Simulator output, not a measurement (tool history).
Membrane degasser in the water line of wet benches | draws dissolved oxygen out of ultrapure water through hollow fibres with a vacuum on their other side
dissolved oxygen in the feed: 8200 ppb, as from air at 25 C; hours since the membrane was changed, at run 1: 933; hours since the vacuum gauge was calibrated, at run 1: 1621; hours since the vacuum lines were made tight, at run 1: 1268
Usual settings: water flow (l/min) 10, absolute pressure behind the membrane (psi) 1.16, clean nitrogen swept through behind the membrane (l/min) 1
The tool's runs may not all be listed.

run	hour	water flow (l/min)	absolute pressure behind the membrane (psi)	clean nitrogen swept through behind the membrane (l/min)	hours since the membrane was changed	hours since the vacuum gauge was calibrated	hours since the vacuum lines were made tight	dissolved oxygen in the water behind the degasser (ppb)	pressure that the water loses in the fibres (psi)
1	0	10	1.16	1	933	1621	1268	114.3	5.246
2	51.9	10	1.16	1	985	1673	1320	118	5.247
3	98.5	10	1.16	0.72	1032	1720	1366	155.4	5.243
4	177.9	10	2.25	0.72	1111	1799	1446	383.8	5.247
5	213.5	10	2.25	0.72	1147	1835	1481	386.4	5.29
6	297.1	10	1.215	0.72	1230	1919	1565	167.4	5.239
7	359.8	10	1.215	0.72	1293	1981	1628	170	5.191
8	432.2	10	1.215	2.3	1366	2054	1700	58.7	5.23
9	509.5	10	1.215	2.3	1443	2131	1777	58.9	5.195
10	555.7	10	1.16	1	1489	2177	1823	114.9	5.237
11	602.3	10	1.16	1	1536	2224	1870	118.1	5.195
12	671.1	10	1.16	1	1604	2293	1939	114.6	5.184
13	737	15	1.16	1	1670	2358	2005	175.9	7.842
14	813	15	1.16	1	1746	2434	2081	178.2	7.746
15	887.7	10	1.259	1	1821	2509	2155	130.8	5.214
16	954.1	10	1.259	1	1887	2575	2222	131.3	5.134
17	1003.3	7	2.042	1.1	1937	2625	2271	165.4	3.61
18	1085.6	7	2.042	1.1	2019	2707	2353	166	3.633
19	1124.7	14	1.028	2.02	2058	2746	2393	78.2	7.223
20	1186.7	14	1.028	2.02	2120	2808	2455	76.8	7.224
21	1260.1	6	2.335	2.02	2193	2882	2528	94.2	3.073
22	1298	6	2.335	2.02	2231	2919	2566	95	3.102
23	1347.3	10	1.06	0.79	2281	2969	2615	122	5.14
24	1407.7	10	2.505	1.38	2341	3029	2676	244.7	5.144
25	1470.9	10	1.946	1	2404	3092	2739	242.4	5.176
26	1507.6	10	1.946	1	2441	3129	2775	235.8	5.127
27	1579.1	10	1.946	1	2512	3201	2847	235.3	5.085
28	1635.1	13	1.16	0.45	2568	3256	2903	292.4	6.612
# hour 1642.7: gauge calibrated
29	1702.7	8	1.16	0.45	2636	3324	2970	186.4	4.145
30	1760.6	13	1.16	1	2694	3382	3028	150.8	6.869
31	1836.9	13	1.16	1	2770	3458	3105	152.3	6.812
32	1919.2	6	1.16	2.55	2852	3541	3187	27.7	3.185

How the hidden state differs across the entries between the runs, from the last listed run before each to the first after it:
Between runs 28 and 29: gauge calibrated (hour 1642.7)
  drift of the gauge itself on loss_of_pressure_kpa, %: -2.67 -> -0.1
  measured less the result without the state, pressure that the water loses in the fibres (psi): -0.181 -> -0.003

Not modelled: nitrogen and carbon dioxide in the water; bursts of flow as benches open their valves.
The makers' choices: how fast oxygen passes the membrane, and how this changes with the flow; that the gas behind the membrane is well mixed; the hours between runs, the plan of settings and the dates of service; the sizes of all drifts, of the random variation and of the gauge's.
